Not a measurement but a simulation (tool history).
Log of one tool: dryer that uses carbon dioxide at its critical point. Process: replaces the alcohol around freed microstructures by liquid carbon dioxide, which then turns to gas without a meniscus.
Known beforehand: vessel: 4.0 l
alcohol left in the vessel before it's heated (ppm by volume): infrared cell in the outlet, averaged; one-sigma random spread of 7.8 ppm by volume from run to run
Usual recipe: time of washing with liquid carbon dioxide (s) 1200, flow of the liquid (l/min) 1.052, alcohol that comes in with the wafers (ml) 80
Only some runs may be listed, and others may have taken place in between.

run,day,time of washing with liquid carbon dioxide (s),flow of the liquid (l/min),alcohol that comes in with the wafers (ml),alcohol left in the vessel before it's heated (ppm by volume)
1,0.000,1200,1.052,80,551
2,0.954,1200,1.052,80,571
3,1.571,840,1.052,80,1501
4,2.521,840,1.052,80,1540
5,3.292,1200,1.140,80,460
6,4.279,1200,1.052,31,311
7,5.479,1200,1.170,80,448
8,6.546,1200,1.170,80,460
9,7.962,1200,1.170,80,452
10,9.229,1200,1.170,80,468
11,10.308,1200,1.170,80,477
12,11.525,780,1.110,80,1676
13,12.817,960,1.730,65,294
14,13.496,1020,0.920,30,626
15,14.500,1320,1.052,111,630
# day 14.675: inlet filter changed
16,15.696,780,1.052,65,1498
17,16.821,1020,0.760,67,1681
18,18.133,1020,1.120,67,706
19,18.954,1200,1.600,87,245
20,19.675,1200,1.600,87,237
21,20.325,900,0.710,102,3778

Below are 4 alternative next runs, each starting from the tool's condition after run 21. Predict each:
A,21.475,1200,0.940,80,?
B,21.475,1740,1.052,80,?
C,21.475,1200,1.052,23,?
D,21.475,1680,1.180,76,?

run,alcohol left in the vessel before it's heated (ppm by volume)
A,840
B,272
C,306
D,242
Without the tool's unlogged condition, the same runs would have read:
run,alcohol left in the vessel before it's heated (ppm by volume)
A,611
B,82
C,113
D,50
